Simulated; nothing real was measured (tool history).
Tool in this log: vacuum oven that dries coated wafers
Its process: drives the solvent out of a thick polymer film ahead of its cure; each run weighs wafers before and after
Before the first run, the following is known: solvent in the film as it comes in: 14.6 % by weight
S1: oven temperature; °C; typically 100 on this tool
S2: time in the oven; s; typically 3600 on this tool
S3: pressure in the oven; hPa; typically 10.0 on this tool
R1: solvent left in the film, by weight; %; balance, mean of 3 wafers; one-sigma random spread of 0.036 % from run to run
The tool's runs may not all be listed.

Run 1, day 0.000: usual settings. Result: R1 1.72 %.
Run 2, day 2.308: usual settings. Result: R1 1.77 %.
Run 3, day 6.217: usual settings. Result: R1 1.70 %.
Run 4, day 9.792: usual settings. Result: R1 1.78 %.
Run 5, day 12.279: usual settings. Result: R1 1.88 %.
Run 6, day 17.729: usual settings but S3 18.0 hPa. Result: R1 2.02 %.
Run 7, day 20.792: usual settings but S3 18.0 hPa. Result: R1 1.96 %.
Run 8, day 24.642: usual settings but S3 37.4 hPa. Result: R1 2.40 %.
Run 9, day 27.725: usual settings but S3 37.4 hPa. Result: R1 2.37 %.
Run 10, day 33.058: usual settings but S3 37.4 hPa. Result: R1 2.15 %.
Run 11, day 38.200: usual settings but S1 97 °C. Result: R1 1.71 %.
Run 12, day 41.621: usual settings but S2 2760 s. Result: R1 2.03 %.
Run 13, day 44.904: usual settings but S3 5.6 hPa. Result: R1 1.18 %.
Run 14, day 47.358: usual settings. Result: R1 1.25 %.
Run 15, day 51.071: usual settings. Result: R1 1.27 %.
Run 16, day 56.467: usual settings. Result: R1 1.33 %.
Run 17, day 58.762: usual settings but S1 107 °C. Result: R1 0.52 %.
Run 18, day 61.258: usual settings but S1 107 °C. Result: R1 0.54 %.
Run 19, day 66.588: usual settings but S1 107 °C. Result: R1 0.54 %.
Run 20, day 69.088: usual settings but S1 97 °C. Result: R1 1.84 %.
Run 21, day 74.288: usual settings but S1 97 °C, S2 2820 s. Result: R1 2.80 %.
Run 22, day 77.175: usual settings but S2 2820 s. Result: R1 2.17 %.
Run 23, day 79.671: usual settings but S2 2820 s. Result: R1 2.08 %.
Run 24, day 83.533: usual settings but S3 33.4 hPa. Result: R1 1.84 %.
Run 25, day 87.683: usual settings but S1 97 °C, S3 33.4 hPa. Result: R1 2.37 %.
Run 26, day 92.750: usual settings but S2 3660 s, S3 25.8 hPa. Result: R1 1.68 %.
Run 27, day 98.262: usual settings but S2 3180 s, S3 28.7 hPa. Result: R1 2.15 %.
Run 28, day 103.217: usual settings but S1 87 °C, S2 5640 s, S3 17.7 hPa. Result: R1 2.98 %.
Run 29, day 108.438: usual settings but S1 89 °C, S2 2400 s, S3 28.3 hPa. Result: R1 6.03 %.
Run 30, day 113.529: usual settings but S1 89 °C, S2 2400 s, S3 28.3 hPa. Result: R1 5.95 %.
Run 31, day 119.033: usual settings but S3 8.4 hPa. Result: R1 1.52 %.
Run 32, day 122.717: usual settings but S1 87 °C, S2 2940 s, S3 27.3 hPa. Result: R1 5.76 %.
Run 33, day 126.962: usual settings but S1 103 °C. Result: R1 1.14 %.
Run 34, day 131.025: usual settings but S1 87 °C, S2 5580 s, S3 17.1 hPa. Result: R1 3.04 %.
Run 35, day 135.342: usual settings but S1 87 °C, S2 5580 s, S3 17.1 hPa. Result: R1 3.12 %.
Run 36, day 139.662: usual settings but S1 87 °C, S2 6180 s, S3 20.7 hPa. Result: R1 2.84 %.
Run 37, day 143.312: usual settings but S1 87 °C, S2 6180 s, S3 20.7 hPa. Result: R1 2.55 %.
Run 38, day 148.204: usual settings but S1 105 °C, S3 16.9 hPa. Result: R1 0.96 %.
Run 39, day 150.638: usual settings but S1 96 °C, S2 6180 s. Result: R1 0.85 %.
Run 40, day 154.054: usual settings but S2 2400 s, S3 39.3 hPa. Result: R1 3.28 %.
Run 41, day 156.562: usual settings but S1 112 °C, S2 4980 s, S3 39.3 hPa. Result: R1 0.62 %.
Run 42, day 162.033: usual settings but S1 115 °C, S2 4560 s. Result: R1 0.15 %.
Run 43, day 166.404: usual settings but S1 115 °C, S2 4560 s. Result: R1 0.22 %.
Run 44, day 171.458: usual settings but S1 91 °C, S2 1860 s, S3 28.8 hPa. Result: R1 6.45 %.
Run 45, day 176.858: usual settings but S3 9.3 hPa. Result: R1 1.53 %.
Run 46, day 182.242: usual settings but S1 113 °C, S3 10.5 hPa. Result: R1 0.31 %.
Run 47, day 186.704: usual settings but S2 3240 s, S3 5.1 hPa. Result: R1 1.79 %.

Missing from the log above: 4 entries noted between runs. For each, name the pair of listed runs it sits between and say how the tool's hidden condition differs from the listed run just before to the listed run just after:
Logged between run 4 and run 5: vacuum gauge cleaned of residue and calibrated (day 12.279)
  true wafer temperature over the reading, C: -1.94 -> -1.99; true pressure over the reading, kPa: 0.866 -> 1.134
  measured result minus the result with no hidden state, R1: +0.47 -> +0.54 %
Logged between run 9 and run 10: vacuum gauge cleaned of residue and calibrated, once more (day 32.225)
  true wafer temperature over the reading, C: -2.31 -> -2.4; true pressure over the reading, kPa: 1.204 -> 0.011
  measured result minus the result with no hidden state, R1: +0.62 -> +0.43 %
Logged between run 10 and run 11: oven's thermocouples calibrated (day 36.896)
  true wafer temperature over the reading, C: -2.4 -> 0.26; true pressure over the reading, kPa: 0.011 -> 0.033
  measured result minus the result with no hidden state, R1: +0.43 -> -0.04 %
Logged between run 36 and run 37: oven's thermocouples calibrated (day 142.679)
  true wafer temperature over the reading, C: -1.63 -> -0.28; true pressure over the reading, kPa: 0.476 -> 0.493
  measured result minus the result with no hidden state, R1: +0.50 -> +0.19 %
